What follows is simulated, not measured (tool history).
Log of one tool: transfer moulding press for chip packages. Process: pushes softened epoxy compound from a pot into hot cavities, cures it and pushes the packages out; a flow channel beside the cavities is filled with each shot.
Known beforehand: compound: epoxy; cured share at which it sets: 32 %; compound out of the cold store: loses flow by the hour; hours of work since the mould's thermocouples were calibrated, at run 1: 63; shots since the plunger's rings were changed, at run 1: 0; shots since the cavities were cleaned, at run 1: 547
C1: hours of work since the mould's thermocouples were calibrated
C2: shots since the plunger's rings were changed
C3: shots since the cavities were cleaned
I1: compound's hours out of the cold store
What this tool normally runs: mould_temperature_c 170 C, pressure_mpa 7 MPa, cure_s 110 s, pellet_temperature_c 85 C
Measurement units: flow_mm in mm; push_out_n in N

{"run": 1, "hour": 0.0, "mould_temperature_c": 170, "pressure_mpa": 7, "cure_s": 110, "pellet_temperature_c": 85, "C1": 63, "C2": 0, "C3": 547, "I1": 39.1, "flow_mm": 668, "push_out_n": 704}
{"run": 2, "hour": 10.1, "mould_temperature_c": 170, "pressure_mpa": 7, "cure_s": 110, "pellet_temperature_c": 85, "C1": 67, "C2": 68, "C3": 615, "I1": 11.3, "flow_mm": 752, "push_out_n": 740}
{"run": 3, "hour": 19.5, "mould_temperature_c": 170, "pressure_mpa": 7, "cure_s": 110, "pellet_temperature_c": 85, "C1": 71, "C2": 131, "C3": 678, "I1": 12.2, "flow_mm": 746, "push_out_n": 751}
{"run": 4, "hour": 27.1, "mould_temperature_c": 170, "pressure_mpa": 7, "cure_s": 92, "pellet_temperature_c": 85, "C1": 74, "C2": 182, "C3": 729, "I1": 24.2, "flow_mm": 708, "push_out_n": 1108}
{"run": 5, "hour": 33.6, "mould_temperature_c": 170, "pressure_mpa": 7.18, "cure_s": 110, "pellet_temperature_c": 85, "C1": 77, "C2": 225, "C3": 772, "I1": 23.9, "flow_mm": 713, "push_out_n": 776}
{"run": 6, "hour": 44.4, "mould_temperature_c": 170, "pressure_mpa": 7.18, "cure_s": 110, "pellet_temperature_c": 85, "C1": 81, "C2": 298, "C3": 845, "I1": 30.6, "flow_mm": 700, "push_out_n": 759}
{"run": 7, "hour": 50.7, "mould_temperature_c": 170, "pressure_mpa": 7.18, "cure_s": 110, "pellet_temperature_c": 94, "C1": 84, "C2": 340, "C3": 887, "I1": 48, "flow_mm": 651, "push_out_n": 773}
{"run": 8, "hour": 59.7, "mould_temperature_c": 170, "pressure_mpa": 7.18, "cure_s": 110, "pellet_temperature_c": 94, "C1": 88, "C2": 400, "C3": 947, "I1": 25.3, "flow_mm": 710, "push_out_n": 784}
{"run": 9, "hour": 69.8, "mould_temperature_c": 170, "pressure_mpa": 7, "cure_s": 110, "pellet_temperature_c": 93, "C1": 92, "C2": 467, "C3": 1014, "I1": 8.4, "flow_mm": 748, "push_out_n": 827}
{"run": 10, "hour": 74.7, "mould_temperature_c": 178, "pressure_mpa": 7, "cure_s": 110, "pellet_temperature_c": 85, "C1": 94, "C2": 500, "C3": 1047, "I1": 27.7, "flow_mm": 670, "push_out_n": 684}
{"run": 11, "hour": 85.7, "mould_temperature_c": 178, "pressure_mpa": 7, "cure_s": 110, "pellet_temperature_c": 85, "C1": 98, "C2": 573, "C3": 1120, "I1": 38.5, "flow_mm": 636, "push_out_n": 660}
{"run": 12, "hour": 90.3, "mould_temperature_c": 178, "pressure_mpa": 7, "cure_s": 121, "pellet_temperature_c": 82, "C1": 100, "C2": 605, "C3": 1152, "I1": 29.3, "flow_mm": 662, "push_out_n": 660}
{"hour": 95.1, "done": "cavities cleaned with cleaning compound and waxed"}
{"run": 13, "hour": 96.5, "mould_temperature_c": 178, "pressure_mpa": 7, "cure_s": 121, "pellet_temperature_c": 82, "C1": 102, "C2": 636, "C3": 10, "I1": 12.4, "flow_mm": 714, "push_out_n": 453}
{"run": 14, "hour": 103.3, "mould_temperature_c": 175, "pressure_mpa": 7.24, "cure_s": 106, "pellet_temperature_c": 85, "C1": 105, "C2": 681, "C3": 55, "I1": 9.8, "flow_mm": 748, "push_out_n": 517}
{"run": 15, "hour": 112.6, "mould_temperature_c": 170, "pressure_mpa": 7.71, "cure_s": 106, "pellet_temperature_c": 85, "C1": 108, "C2": 744, "C3": 118, "I1": 23.3, "flow_mm": 737, "push_out_n": 617}
{"run": 16, "hour": 122.3, "mould_temperature_c": 170, "pressure_mpa": 6.19, "cure_s": 110, "pellet_temperature_c": 85, "C1": 112, "C2": 808, "C3": 182, "I1": 33.7, "flow_mm": 630, "push_out_n": 608}
{"run": 17, "hour": 130.2, "mould_temperature_c": 170, "pressure_mpa": 6.19, "cure_s": 110, "pellet_temperature_c": 85, "C1": 115, "C2": 861, "C3": 235, "I1": 29.6, "flow_mm": 645, "push_out_n": 653}
{"run": 18, "hour": 137.3, "mould_temperature_c": 176, "pressure_mpa": 6.19, "cure_s": 125, "pellet_temperature_c": 85, "C1": 118, "C2": 908, "C3": 282, "I1": 35.5, "flow_mm": 616, "push_out_n": 540}

Each row is a separate what-if for the run after 18, all from the same tool condition, not one after another. Results?
{"run": "A", "hour": 142.2, "mould_temperature_c": 176, "pressure_mpa": 5.49, "cure_s": 147, "pellet_temperature_c": 78, "C1": 120, "C2": 942, "C3": 316, "I1": 12.2, "flow_mm": "?", "push_out_n": "?"}
{"run": "B", "hour": 142.2, "mould_temperature_c": 169, "pressure_mpa": 6.19, "cure_s": 93, "pellet_temperature_c": 85, "C1": 120, "C2": 942, "C3": 316, "I1": 29.5, "flow_mm": "?", "push_out_n": "?"}
{"run": "C", "hour": 142.2, "mould_temperature_c": 170, "pressure_mpa": 7, "cure_s": 110, "pellet_temperature_c": 86, "C1": 120, "C2": 942, "C3": 316, "I1": 18.3, "flow_mm": "?", "push_out_n": "?"}

run=A flow_mm=634 push_out_n=545
run=B flow_mm=647 push_out_n=956
run=C flow_mm=712 push_out_n=682
Take away the tool's hidden state, keep each run's random variation, and the runs would have read:
run=A flow_mm=645 push_out_n=428
run=B flow_mm=657 push_out_n=715
run=C flow_mm=725 push_out_n=520

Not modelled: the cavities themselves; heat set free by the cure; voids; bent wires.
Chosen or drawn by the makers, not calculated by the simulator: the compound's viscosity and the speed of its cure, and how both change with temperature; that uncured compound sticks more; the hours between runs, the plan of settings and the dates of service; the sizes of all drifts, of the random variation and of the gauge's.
